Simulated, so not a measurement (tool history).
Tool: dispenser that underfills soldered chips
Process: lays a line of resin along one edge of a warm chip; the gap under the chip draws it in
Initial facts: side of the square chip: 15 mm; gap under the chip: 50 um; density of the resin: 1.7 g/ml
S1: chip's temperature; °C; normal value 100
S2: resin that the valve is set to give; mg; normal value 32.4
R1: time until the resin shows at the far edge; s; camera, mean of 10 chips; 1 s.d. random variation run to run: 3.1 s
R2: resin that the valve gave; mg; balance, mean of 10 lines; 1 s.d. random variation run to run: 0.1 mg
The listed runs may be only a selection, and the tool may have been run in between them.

{"run": 1, "hour": 0.0, "S1": 100, "S2": 32.4, "R1": 418.8, "R2": 31.99}
{"hour": 5.2, "done": "new syringe of resin"}
{"run": 2, "hour": 14.7, "S1": 100, "S2": 32.4, "R1": 513.2, "R2": 32}
{"hour": 16.1, "done": "new syringe of resin"}
{"hour": 27.1, "done": "new syringe of resin"}
{"run": 3, "hour": 28.1, "S1": 100, "S2": 32.4, "R1": 341.3, "R2": 31.82}
{"hour": 38.5, "done": "new syringe of resin"}
{"run": 4, "hour": 42.3, "S1": 100, "S2": 32.4, "R1": 387.2, "R2": 31.34}
{"hour": 49.6, "done": "new syringe of resin"}
{"run": 5, "hour": 55.5, "S1": 100, "S2": 34.1, "R1": 437, "R2": 33.06}
{"hour": 61.0, "done": "new syringe of resin"}
{"run": 6, "hour": 70.6, "S1": 100, "S2": 34.1, "R1": 523.8, "R2": 32.8}
{"hour": 72.0, "done": "new syringe of resin"}
{"run": 7, "hour": 81.0, "S1": 100, "S2": 34.1, "R1": 505.5, "R2": 32.49}
{"hour": 83.5, "done": "new syringe of resin"}
{"run": 8, "hour": 92.1, "S1": 100, "S2": 34.1, "R1": 488.8, "R2": 32.13}
{"hour": 93.9, "done": "dispensing valve cleaned and set on the balance"}
{"hour": 95.2, "done": "new syringe of resin"}
{"run": 9, "hour": 100.9, "S1": 100, "S2": 34.1, "R1": 439.1, "R2": 33.97}
{"hour": 106.8, "done": "new syringe of resin"}
{"run": 10, "hour": 110.5, "S1": 100, "S2": 34.1, "R1": 394.4, "R2": 33.72}
{"hour": 117.7, "done": "new syringe of resin"}
{"run": 11, "hour": 121.9, "S1": 100, "S2": 34.1, "R1": 400.3, "R2": 33.74}
{"hour": 128.2, "done": "new syringe of resin"}
{"run": 12, "hour": 130.8, "S1": 100, "S2": 34.1, "R1": 373.1, "R2": 33.12}
{"hour": 139.5, "done": "new syringe of resin"}
{"run": 13, "hour": 139.5, "S1": 106, "S2": 31.9, "R1": 265.1, "R2": 31.13}
{"hour": 150.3, "done": "new syringe of resin"}
{"run": 14, "hour": 152.5, "S1": 107, "S2": 40.2, "R1": 278.9, "R2": 38.85}
{"hour": 161.1, "done": "new syringe of resin"}
{"run": 15, "hour": 165.3, "S1": 87, "S2": 35, "R1": 706.6, "R2": 33.64}
{"hour": 172.2, "done": "new syringe of resin"}
{"run": 16, "hour": 172.7, "S1": 87, "S2": 35, "R1": 577, "R2": 33.6}
{"hour": 183.2, "done": "new syringe of resin"}
{"run": 17, "hour": 185.4, "S1": 85, "S2": 39.4, "R1": 681.9, "R2": 37.43}
{"run": 18, "hour": 192.2, "S1": 100, "S2": 33.2, "R1": 523, "R2": 31.61}
{"hour": 193.8, "done": "new syringe of resin"}
{"hour": 198.8, "done": "dispensing valve cleaned and set on the balance"}
{"run": 19, "hour": 202.4, "S1": 100, "S2": 33.2, "R1": 484.7, "R2": 33.15}

Run 20 has not been measured yet. What should we expect?
{"hour": 206.0, "done": "new syringe of resin"}
{"run": 20, "hour": 214.2, "S1": 100, "S2": 33.2, "R1": "?", "R2": "?"}

Run 20 gave R1 504.4 s, R2 32.94 mg.
On a tool with no hidden condition, and with the same random variation, this run would have come out at R1 316 s, R2 33.2 mg.

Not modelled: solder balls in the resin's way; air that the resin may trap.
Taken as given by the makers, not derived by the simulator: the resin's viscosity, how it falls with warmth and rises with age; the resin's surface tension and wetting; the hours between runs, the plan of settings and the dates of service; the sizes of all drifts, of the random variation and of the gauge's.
